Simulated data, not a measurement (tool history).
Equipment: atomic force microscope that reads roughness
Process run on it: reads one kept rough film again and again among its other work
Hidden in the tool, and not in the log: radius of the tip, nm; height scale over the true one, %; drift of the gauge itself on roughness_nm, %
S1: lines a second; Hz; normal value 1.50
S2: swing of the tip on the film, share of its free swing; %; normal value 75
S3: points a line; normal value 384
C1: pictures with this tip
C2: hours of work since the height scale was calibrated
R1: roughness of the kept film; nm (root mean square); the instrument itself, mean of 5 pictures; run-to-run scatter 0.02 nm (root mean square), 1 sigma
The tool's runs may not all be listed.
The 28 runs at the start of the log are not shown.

run 29 hour=370.8 | S1=2.15 S2=82 S3=384 | C1=18 C2=533 | R1=4.445
run 30 hour=379.2 | S1=2.15 S2=82 S3=384 | C1=33 C2=539 | R1=4.412
run 31 hour=397.5 | S1=3.73 S2=82 S3=728 | C1=64 C2=551 | R1=3.947
run 32 hour=410.2 | S1=3.73 S2=82 S3=728 | C1=86 C2=560 | R1=3.948
run 33 hour=427.8 | S1=3.73 S2=80 S3=728 | C1=116 C2=572 | R1=3.949
run 34 hour=439.4 | S1=0.60 S2=77 S3=368 | C1=135 C2=580 | R1=4.731
run 35 hour=454.1 | S1=0.60 S2=77 S3=368 | C1=161 C2=590 | R1=4.685
run 36 hour=468.9 | S1=0.60 S2=77 S3=368 | C1=186 C2=600 | R1=4.683
run 37 hour=482.3 | S1=1.17 S2=73 S3=384 | C1=209 C2=609 | R1=4.560
run 38 hour=500.3 | S1=1.17 S2=73 S3=384 | C1=240 C2=622 | R1=4.504
run 39 hour=514.8 | S1=1.17 S2=73 S3=384 | C1=264 C2=632 | R1=4.447
run 40 hour=523.5 | S1=3.75 S2=73 S3=620 | C1=279 C2=638 | R1=3.981
-- hour=542.0 new tip fitted
run 41 hour=542.9 | S1=2.49 S2=73 S3=620 | C1=2 C2=650 | R1=4.620

What if the next run were any one of these 5? Each begins from the tool's condition after run 41:
run A hour=554.9 | S1=1.50 S2=75 S3=479 | C1=22 C2=659 | R1=?
run B hour=554.9 | S1=1.25 S2=75 S3=455 | C1=22 C2=659 | R1=?
run C hour=554.9 | S1=0.78 S2=75 S3=476 | C1=22 C2=659 | R1=?
run D hour=554.9 | S1=1.37 S2=84 S3=460 | C1=22 C2=659 | R1=?
run E hour=554.9 | S1=0.58 S2=55 S3=344 | C1=22 C2=659 | R1=?

run=A R1=4.767
run=B R1=4.836
run=C R1=4.951
run=D R1=4.610
run=E R1=5.062
With no hidden state in the tool, these same runs would have given:
run=A R1=4.834
run=B R1=4.903
run=C R1=5.020
run=D R1=4.675
run=E R1=5.133

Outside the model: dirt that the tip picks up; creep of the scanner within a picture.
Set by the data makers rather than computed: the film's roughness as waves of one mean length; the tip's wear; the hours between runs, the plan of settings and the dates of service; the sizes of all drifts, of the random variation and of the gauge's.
